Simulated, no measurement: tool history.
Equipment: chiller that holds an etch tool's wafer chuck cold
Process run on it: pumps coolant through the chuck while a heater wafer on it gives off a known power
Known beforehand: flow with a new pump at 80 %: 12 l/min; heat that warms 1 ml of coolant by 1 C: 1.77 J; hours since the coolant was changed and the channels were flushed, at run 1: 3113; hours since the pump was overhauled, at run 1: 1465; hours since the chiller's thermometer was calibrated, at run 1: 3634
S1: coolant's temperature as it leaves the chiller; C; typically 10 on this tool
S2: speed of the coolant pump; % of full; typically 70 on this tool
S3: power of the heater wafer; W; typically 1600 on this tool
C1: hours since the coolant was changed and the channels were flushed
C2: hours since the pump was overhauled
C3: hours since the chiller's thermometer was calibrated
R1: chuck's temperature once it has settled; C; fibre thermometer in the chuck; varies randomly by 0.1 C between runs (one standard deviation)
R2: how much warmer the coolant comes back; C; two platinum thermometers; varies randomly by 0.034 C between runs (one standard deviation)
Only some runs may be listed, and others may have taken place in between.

run 1 hour=0.0 | S1=10 S2=70 S3=1600 | C1=3113 C2=1465 C3=3634 | R1=22.7 R2=5.23
run 2 hour=30.3 | S1=10 S2=70 S3=923 | C1=3144 C2=1495 C3=3664 | R1=17.4 R2=3.01
run 3 hour=82.5 | S1=10 S2=70 S3=923 | C1=3196 C2=1547 C3=3716 | R1=17.4 R2=3.03
run 4 hour=122.8 | S1=10 S2=70 S3=923 | C1=3236 C2=1588 C3=3757 | R1=17.4 R2=3.06
run 5 hour=154.2 | S1=10 S2=70 S3=923 | C1=3268 C2=1619 C3=3788 | R1=17.5 R2=3.03
run 6 hour=193.6 | S1=10 S2=70 S3=923 | C1=3307 C2=1659 C3=3828 | R1=17.5 R2=3.01
run 7 hour=232.7 | S1=10 S2=70 S3=923 | C1=3346 C2=1698 C3=3867 | R1=17.6 R2=3.03
run 8 hour=285.1 | S1=10 S2=70 S3=923 | C1=3398 C2=1750 C3=3919 | R1=17.3 R2=3.03
run 9 hour=338.5 | S1=10 S2=70 S3=923 | C1=3452 C2=1803 C3=3972 | R1=17.4 R2=3.08
run 10 hour=398.6 | S1=10 S2=70 S3=1600 | C1=3512 C2=1863 C3=4032 | R1=23.0 R2=5.29
run 11 hour=440.8 | S1=10 S2=70 S3=1600 | C1=3554 C2=1906 C3=4075 | R1=23.1 R2=5.26
run 12 hour=480.7 | S1=10 S2=75 S3=1600 | C1=3594 C2=1946 C3=4115 | R1=21.9 R2=4.90
run 13 hour=514.3 | S1=8 S2=70 S3=1090 | C1=3628 C2=1979 C3=4148 | R1=16.4 R2=3.55
run 14 hour=579.4 | S1=9 S2=97 S3=1403 | C1=3693 C2=2044 C3=4213 | R1=16.9 R2=3.14
run 15 hour=619.4 | S1=17 S2=97 S3=2003 | C1=3733 C2=2084 C3=4253 | R1=28.6 R2=4.53
run 16 hour=652.9 | S1=10 S2=66 S3=1490 | C1=3766 C2=2118 C3=4287 | R1=22.7 R2=5.27
run 17 hour=691.9 | S1=10 S2=70 S3=870 | C1=3805 C2=2157 C3=4326 | R1=17.0 R2=2.88
run 18 hour=740.0 | S1=10 S2=70 S3=870 | C1=3853 C2=2205 C3=4374 | R1=17.0 R2=2.79
run 19 hour=801.2 | S1=8 S2=74 S3=1600 | C1=3915 C2=2266 C3=4435 | R1=20.3 R2=4.96
run 20 hour=862.6 | S1=11 S2=80 S3=1661 | C1=3976 C2=2328 C3=4496 | R1=22.5 R2=4.76
run 21 hour=900.9 | S1=11 S2=80 S3=1661 | C1=4014 C2=2366 C3=4535 | R1=22.6 R2=4.67

Forecast each of these 3 alternatives for the next run:
run A hour=943.6 | S1=3 S2=65 S3=2272 | C1=4057 C2=2409 C3=4578 | R1=? R2=?
run B hour=943.6 | S1=13 S2=66 S3=1315 | C1=4057 C2=2409 C3=4578 | R1=? R2=?
run C hour=943.6 | S1=11 S2=80 S3=1133 | C1=4057 C2=2409 C3=4578 | R1=? R2=?

run=A R1=22.8 R2=8.16
run=B R1=24.4 R2=4.60
run=C R1=18.9 R2=3.20
With the hidden condition removed and each run's random variation left untouched, the same runs would have given:
run=A R1=22.8 R2=8.15
run=B R1=24.4 R2=4.60
run=C R1=18.9 R2=3.20
